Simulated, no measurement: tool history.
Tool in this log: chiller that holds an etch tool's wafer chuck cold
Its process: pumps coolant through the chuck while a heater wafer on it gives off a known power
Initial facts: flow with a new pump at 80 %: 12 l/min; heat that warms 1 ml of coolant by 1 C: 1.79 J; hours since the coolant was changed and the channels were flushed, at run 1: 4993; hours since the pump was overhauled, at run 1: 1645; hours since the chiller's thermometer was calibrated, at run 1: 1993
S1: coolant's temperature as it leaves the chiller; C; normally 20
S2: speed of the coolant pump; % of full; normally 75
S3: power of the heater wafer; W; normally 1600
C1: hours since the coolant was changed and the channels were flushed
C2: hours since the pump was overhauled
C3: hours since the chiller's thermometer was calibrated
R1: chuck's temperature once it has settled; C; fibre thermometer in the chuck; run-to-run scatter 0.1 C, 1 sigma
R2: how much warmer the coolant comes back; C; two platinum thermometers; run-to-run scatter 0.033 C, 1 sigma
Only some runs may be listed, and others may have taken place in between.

{"run": 1, "hour": 0.0, "S1": 20, "S2": 75, "S3": 1600, "C1": 4993, "C2": 1645, "C3": 1993, "R1": 36.3, "R2": 4.9}
{"run": 2, "hour": 63.4, "S1": 25, "S2": 75, "S3": 1600, "C1": 5056, "C2": 1708, "C3": 2057, "R1": 41.1, "R2": 4.94}
{"run": 3, "hour": 90.4, "S1": 25, "S2": 75, "S3": 1600, "C1": 5083, "C2": 1735, "C3": 2084, "R1": 41.2, "R2": 4.91}
{"run": 4, "hour": 145.0, "S1": 20, "S2": 75, "S3": 1600, "C1": 5138, "C2": 1790, "C3": 2138, "R1": 36.2, "R2": 4.96}
{"hour": 178.1, "done": "coolant changed, channels flushed"}
{"run": 5, "hour": 179.3, "S1": 20, "S2": 75, "S3": 1600, "C1": 1, "C2": 1818, "C3": 2167, "R1": 33.7, "R2": 4.97}
{"run": 6, "hour": 206.7, "S1": 20, "S2": 75, "S3": 1600, "C1": 29, "C2": 1845, "C3": 2194, "R1": 34.1, "R2": 5.01}
{"run": 7, "hour": 267.1, "S1": 20, "S2": 75, "S3": 1600, "C1": 89, "C2": 1906, "C3": 2254, "R1": 33.9, "R2": 4.95}
{"run": 8, "hour": 328.2, "S1": 20, "S2": 75, "S3": 1600, "C1": 150, "C2": 1967, "C3": 2316, "R1": 34, "R2": 5.02}
{"run": 9, "hour": 373.2, "S1": 20, "S2": 75, "S3": 1600, "C1": 195, "C2": 2012, "C3": 2361, "R1": 33.9, "R2": 5.04}
{"run": 10, "hour": 407.3, "S1": 11, "S2": 75, "S3": 1600, "C1": 229, "C2": 2046, "C3": 2395, "R1": 25.1, "R2": 5.02}
{"run": 11, "hour": 466.4, "S1": 11, "S2": 75, "S3": 1600, "C1": 288, "C2": 2105, "C3": 2454, "R1": 24.9, "R2": 4.9}
{"run": 12, "hour": 515.9, "S1": 11, "S2": 75, "S3": 1600, "C1": 338, "C2": 2155, "C3": 2503, "R1": 25, "R2": 4.99}
{"run": 13, "hour": 560.7, "S1": 11, "S2": 75, "S3": 1600, "C1": 383, "C2": 2200, "C3": 2548, "R1": 25, "R2": 4.95}
{"run": 14, "hour": 597.1, "S1": 20, "S2": 75, "S3": 1600, "C1": 419, "C2": 2236, "C3": 2584, "R1": 34.1, "R2": 5}
{"run": 15, "hour": 643.2, "S1": 20, "S2": 75, "S3": 1600, "C1": 465, "C2": 2282, "C3": 2631, "R1": 34.1, "R2": 5.03}
{"run": 16, "hour": 707.9, "S1": 20, "S2": 75, "S3": 1600, "C1": 530, "C2": 2347, "C3": 2695, "R1": 34.2, "R2": 5.03}
{"hour": 714.4, "done": "chiller's thermometer calibrated"}
{"run": 17, "hour": 764.9, "S1": 20, "S2": 75, "S3": 1600, "C1": 586, "C2": 2403, "C3": 51, "R1": 34.2, "R2": 5.02}
{"run": 18, "hour": 822.7, "S1": 15, "S2": 89, "S3": 1761, "C1": 644, "C2": 2461, "C3": 108, "R1": 28.6, "R2": 4.67}
{"run": 19, "hour": 858.4, "S1": 15, "S2": 89, "S3": 1761, "C1": 679, "C2": 2496, "C3": 144, "R1": 28.9, "R2": 4.55}
{"run": 20, "hour": 900.6, "S1": 28, "S2": 73, "S3": 970, "C1": 722, "C2": 2538, "C3": 186, "R1": 37, "R2": 3.13}
{"run": 21, "hour": 936.2, "S1": 28, "S2": 88, "S3": 2269, "C1": 757, "C2": 2574, "C3": 222, "R1": 45.9, "R2": 6.06}
{"run": 22, "hour": 969.5, "S1": 28, "S2": 88, "S3": 2269, "C1": 790, "C2": 2607, "C3": 255, "R1": 46.1, "R2": 6.06}
{"hour": 978.5, "done": "coolant pump overhauled"}
{"run": 23, "hour": 1023.8, "S1": 17, "S2": 98, "S3": 843, "C1": 840, "C2": 45, "C3": 304, "R1": 23.3, "R2": 2.02}
{"run": 24, "hour": 1056.9, "S1": 10, "S2": 66, "S3": 1138, "C1": 873, "C2": 78, "C3": 338, "R1": 21.6, "R2": 4.14}
{"run": 25, "hour": 1098.1, "S1": 10, "S2": 66, "S3": 1604, "C1": 914, "C2": 120, "C3": 379, "R1": 26.3, "R2": 5.83}
{"run": 26, "hour": 1158.9, "S1": 10, "S2": 66, "S3": 1604, "C1": 975, "C2": 180, "C3": 439, "R1": 26.4, "R2": 5.87}
{"run": 27, "hour": 1216.8, "S1": 24, "S2": 84, "S3": 2015, "C1": 1033, "C2": 238, "C3": 497, "R1": 41.1, "R2": 5.73}
{"hour": 1284.7, "done": "coolant pump overhauled, once more"}
{"run": 28, "hour": 1285.3, "S1": 24, "S2": 66, "S3": 2015, "C1": 1096, "C2": 1, "C3": 561, "R1": 43.6, "R2": 6.83}
{"run": 29, "hour": 1341.7, "S1": 24, "S2": 66, "S3": 2015, "C1": 1153, "C2": 57, "C3": 617, "R1": 43.7, "R2": 6.86}
{"run": 30, "hour": 1368.6, "S1": 16, "S2": 75, "S3": 1600, "C1": 1180, "C2": 84, "C3": 644, "R1": 30, "R2": 4.85}
{"run": 31, "hour": 1410.1, "S1": 16, "S2": 97, "S3": 1714, "C1": 1221, "C2": 125, "C3": 686, "R1": 28.2, "R2": 4}

Same runs, no hidden state in the tool, same run-to-run variation:
Hidden state present: heat passed by the chuck's channels, % of clean ones'; flow at a given pump speed, % of a new pump's; coolant's true temperature over the reading, C; drift of the gauge itself on chuck_c, C; drift of the gauge itself on warmer_back_c, C.
run=1 R1=33.7 R2=4.74
run=2 R1=38.5 R2=4.77
run=3 R1=38.6 R2=4.74
run=4 R1=33.5 R2=4.79
run=5 R1=33.5 R2=4.8
run=6 R1=33.8 R2=4.83
run=7 R1=33.6 R2=4.77
run=8 R1=33.7 R2=4.83
run=9 R1=33.6 R2=4.85
run=10 R1=24.8 R2=4.83
run=11 R1=24.5 R2=4.7
run=12 R1=24.6 R2=4.79
run=13 R1=24.5 R2=4.75
run=14 R1=33.7 R2=4.8
run=15 R1=33.7 R2=4.82
run=16 R1=33.8 R2=4.81
run=17 R1=33.5 R2=4.8
run=18 R1=28 R2=4.45
run=19 R1=28.2 R2=4.33
run=20 R1=36.5 R2=2.98
run=21 R1=44.9 R2=5.77
run=22 R1=45.1 R2=5.77
run=23 R1=22.9 R2=1.89
run=24 R1=20.8 R2=3.86
run=25 R1=25.2 R2=5.44
run=26 R1=25.2 R2=5.48
run=27 R1=39.8 R2=5.34
run=28 R1=43.1 R2=6.83
run=29 R1=43.1 R2=6.85
run=30 R1=29.6 R2=4.84
run=31 R1=27.9 R2=3.99
